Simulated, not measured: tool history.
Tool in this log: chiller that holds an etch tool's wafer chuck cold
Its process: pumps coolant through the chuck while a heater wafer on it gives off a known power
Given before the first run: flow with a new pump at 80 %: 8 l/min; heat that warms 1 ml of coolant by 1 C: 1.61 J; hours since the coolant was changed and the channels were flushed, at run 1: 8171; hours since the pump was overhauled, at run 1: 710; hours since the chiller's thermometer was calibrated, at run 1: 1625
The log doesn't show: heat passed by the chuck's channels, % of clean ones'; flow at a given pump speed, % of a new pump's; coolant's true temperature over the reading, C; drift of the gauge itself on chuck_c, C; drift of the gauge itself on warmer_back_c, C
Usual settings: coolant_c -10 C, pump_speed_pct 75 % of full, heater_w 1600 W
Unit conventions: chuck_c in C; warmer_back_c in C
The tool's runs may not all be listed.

| run | day | coolant_c | pump_speed_pct | heater_w | hours since the coolant was changed and the channels were flushed | hours since the pump was overhauled | hours since the chiller's thermometer was calibrated | chuck_c | warmer_back_c |
|---|---|---|---|---|---|---|---|---|---|
| 1 | 0 | -10 | 75 | 1600 | 8171 | 710 | 1625 | 2.2 | 8.01 |
| 2 | 0.792 | -10 | 75 | 1600 | 8190 | 729 | 1644 | 2.4 | 8.06 |
| 3 | 1.388 | -10 | 75 | 1600 | 8204 | 744 | 1659 | 2.3 | 8.15 |
| 4 | 2.375 | -10 | 75 | 1600 | 8228 | 767 | 1682 | 2.3 | 8.13 |
| 5 | 3.342 | -10 | 75 | 1600 | 8251 | 791 | 1706 | 2.5 | 8.11 |
| 6 | 4.029 | -10 | 75 | 1600 | 8268 | 807 | 1722 | 2.4 | 8.13 |
| 7 | 4.992 | -10 | 75 | 920 | 8291 | 830 | 1745 | -2.9 | 4.78 |
| 8 | 5.808 | -10 | 75 | 1600 | 8311 | 850 | 1765 | 2.3 | 8.14 |
| 9 | 6.817 | -5 | 75 | 1600 | 8335 | 874 | 1789 | 7.4 | 8.29 |
| 10 | 8.038 | -5 | 74 | 1489 | 8364 | 903 | 1818 | 6.6 | 7.84 |
| 11 | 9.275 | -4 | 74 | 1345 | 8394 | 933 | 1848 | 6.5 | 7.09 |
| 12 | 10.042 | -4 | 74 | 1345 | 8412 | 951 | 1866 | 6.4 | 7.06 |
| 13 | 10.588 | -3 | 74 | 2011 | 8425 | 964 | 1879 | 12.9 | 10.57 |
|  | 11.492 | gauge calibrated |
| 14 | 11.788 | -3 | 74 | 2011 | 8454 | 993 | 1908 | 12.8 | 10.26 |
| 15 | 13.075 | -3 | 74 | 2011 | 8485 | 1024 | 1939 | 12.7 | 10.28 |
| 16 | 13.792 | -3 | 74 | 1417 | 8502 | 1041 | 1956 | 8.1 | 7.27 |
|  | 14.804 | coolant changed, channels flushed |
| 17 | 15.342 | -3 | 74 | 1417 | 13 | 1073 | 1988 | 8 | 7.31 |

Selected run-to-run steps in warmer_back_c, each split into two signed amounts: the part the tool would show with no hidden state at all (from settings, incoming material and random variation), and the remainder, which goes to the hidden state together with any gauge scatter not common to the measured and the hidden-state-free results:
Run 12 -> 13: coolant_c -4 -> -3, heater_w 1345 -> 2011. warmer_back_c +3.51 C: hidden state +0.02, all else +3.49.
Run 13 -> 14: gauge calibrated. warmer_back_c -0.31 C: hidden state -0.29, all else -0.02.
